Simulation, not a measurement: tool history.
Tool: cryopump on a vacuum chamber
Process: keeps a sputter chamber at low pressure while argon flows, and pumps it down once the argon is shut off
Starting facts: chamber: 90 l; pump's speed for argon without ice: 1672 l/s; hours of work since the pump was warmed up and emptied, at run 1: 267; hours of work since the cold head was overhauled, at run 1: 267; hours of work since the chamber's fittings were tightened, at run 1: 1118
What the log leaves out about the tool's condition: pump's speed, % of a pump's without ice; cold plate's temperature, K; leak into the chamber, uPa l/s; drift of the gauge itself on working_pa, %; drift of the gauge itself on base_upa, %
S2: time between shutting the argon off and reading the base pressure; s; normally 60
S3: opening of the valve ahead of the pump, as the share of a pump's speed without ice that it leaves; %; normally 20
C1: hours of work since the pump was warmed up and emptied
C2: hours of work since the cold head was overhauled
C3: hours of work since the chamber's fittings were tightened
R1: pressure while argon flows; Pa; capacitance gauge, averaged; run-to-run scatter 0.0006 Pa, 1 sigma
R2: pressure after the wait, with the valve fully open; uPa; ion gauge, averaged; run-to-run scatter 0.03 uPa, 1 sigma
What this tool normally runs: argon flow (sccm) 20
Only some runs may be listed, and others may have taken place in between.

Run 1, hour 0: usual settings; C1 267; C2 267; C3 1118. Result: R1 0.1025 Pa, R2 2.51 uPa.
Run 2, hour 15.7: usual settings; C1 276; C2 276; C3 1126. Result: R1 0.1014 Pa, R2 2.47 uPa.
Run 3, hour 33.5: usual settings; C1 285; C2 285; C3 1135. Result: R1 0.1018 Pa, R2 2.48 uPa.
Run 4, hour 43.4: usual settings; C1 291; C2 291; C3 1141. Result: R1 0.1012 Pa, R2 2.42 uPa.
Run 5, hour 55.6: usual settings; C1 297; C2 297; C3 1147. Result: R1 0.1021 Pa, R2 2.46 uPa.
Run 6, hour 72.3: usual settings; C1 306; C2 306; C3 1156. Result: R1 0.1029 Pa, R2 2.44 uPa.
Run 7, hour 86.9: usual settings but S3 41 %; C1 314; C2 314; C3 1164. Result: R1 0.0506 Pa, R2 2.5 uPa.
Run 8, hour 96.5: usual settings but S3 41 %; C1 319; C2 319; C3 1169. Result: R1 0.0509 Pa, R2 2.42 uPa.
Run 9, hour 108: usual settings but S3 41 %; C1 325; C2 325; C3 1175. Result: R1 0.0512 Pa, R2 2.51 uPa.
Run 10, hour 116.6: usual settings but argon flow (sccm) 17; C1 330; C2 330; C3 1180. Result: R1 0.0873 Pa, R2 2.5 uPa.
Run 11, hour 133.2: usual settings but argon flow (sccm) 17; C1 338; C2 338; C3 1189. Result: R1 0.0871 Pa, R2 2.51 uPa.
Run 12, hour 147.7: usual settings but S3 21 %; C1 346; C2 346; C3 1196. Result: R1 0.0973 Pa, R2 2.43 uPa.
Run 13, hour 164.1: usual settings but S3 16 %; C1 355; C2 355; C3 1205. Result: R1 0.1288 Pa, R2 2.49 uPa.
Run 14, hour 184.4: usual settings but S3 16 %; C1 366; C2 366; C3 1216. Result: R1 0.1283 Pa, R2 2.53 uPa.
Run 15, hour 200.7: usual settings but S3 16 %; C1 374; C2 374; C3 1225. Result: R1 0.1279 Pa, R2 2.51 uPa.
Run 16, hour 217.2: usual settings but argon flow (sccm) 29, S2 116 s, S3 23 %; C1 383; C2 383; C3 1233. Result: R1 0.1312 Pa, R2 1.92 uPa.
Run 17, hour 235.3: usual settings but argon flow (sccm) 18, S2 51 s; C1 393; C2 393; C3 1243. Result: R1 0.0927 Pa, R2 2.81 uPa.
Run 18, hour 249.5: usual settings but argon flow (sccm) 18, S2 51 s; C1 400; C2 400; C3 1251. Result: R1 0.0929 Pa, R2 2.82 uPa.
Run 19, hour 262: usual settings but argon flow (sccm) 35, S2 56 s, S3 27 %; C1 407; C2 407; C3 1257. Result: R1 0.1342 Pa, R2 2.58 uPa.
Run 20, hour 276.1: usual settings but argon flow (sccm) 35, S2 56 s, S3 27 %; C1 415; C2 415; C3 1265. Result: R1 0.1337 Pa, R2 2.66 uPa.
Run 21, hour 296.2: usual settings but S2 33 s; C1 425; C2 425; C3 1275. Result: R1 0.1019 Pa, R2 3.6 uPa.
Run 22, hour 311.3: usual settings but S2 33 s; C1 433; C2 433; C3 1284. Result: R1 0.1032 Pa, R2 3.65 uPa.
Run 23, hour 331.9: usual settings but S2 33 s; C1 444; C2 444; C3 1295. Result: R1 0.1024 Pa, R2 3.59 uPa.
Run 24, hour 344: usual settings but argon flow (sccm) 14, S2 291 s, S3 49 %; C1 451; C2 451; C3 1301. Result: R1 0.0295 Pa, R2 1.54 uPa.
Run 25, hour 363.1: usual settings but argon flow (sccm) 14, S2 291 s, S3 49 %; C1 461; C2 461; C3 1311. Result: R1 0.0301 Pa, R2 1.55 uPa.
Run 26, hour 374.9: usual settings but argon flow (sccm) 10, S2 36 s, S3 35 %; C1 467; C2 467; C3 1317. Result: R1 0.0301 Pa, R2 3.49 uPa.
Run 27, hour 393.6: usual settings but argon flow (sccm) 9, S2 25 s, S3 23 %; C1 477; C2 477; C3 1327. Result: R1 0.0404 Pa, R2 4.37 uPa.

Alternative continuations, all from the tool just after run 27; predict every row:
Run A, hour 411.4: usual settings but S2 124 s; C1 487; C2 487; C3 1337. Result: R1 ?, R2 ?.
Run B, hour 411.4: usual settings but argon flow (sccm) 13, S2 25 s, S3 23 %; C1 487; C2 487; C3 1337. Result: R1 ?, R2 ?.
Run C, hour 411.4: usual settings but argon flow (sccm) 9, S2 65 s, S3 25 %; C1 487; C2 487; C3 1337. Result: R1 ?, R2 ?.
Run D, hour 411.4: usual settings but argon flow (sccm) 10, S2 169 s, S3 17 %; C1 487; C2 487; C3 1337. Result: R1 ?, R2 ?.
Run E, hour 411.4: usual settings but S2 25 s, S3 57 %; C1 487; C2 487; C3 1337. Result: R1 ?, R2 ?.

run      R1    R2
  A  0.1025  2.04
  B  0.0581  4.43
  C  0.0383  2.64
  D   0.062   1.8
  E  0.0369  4.42
Take away the tool's hidden state, keep each run's random variation, and the runs would have read:
run      R1    R2
  A  0.1006  0.84
  B  0.0568  3.27
  C  0.0374  1.45
  D   0.061  0.63
  E   0.035  3.25

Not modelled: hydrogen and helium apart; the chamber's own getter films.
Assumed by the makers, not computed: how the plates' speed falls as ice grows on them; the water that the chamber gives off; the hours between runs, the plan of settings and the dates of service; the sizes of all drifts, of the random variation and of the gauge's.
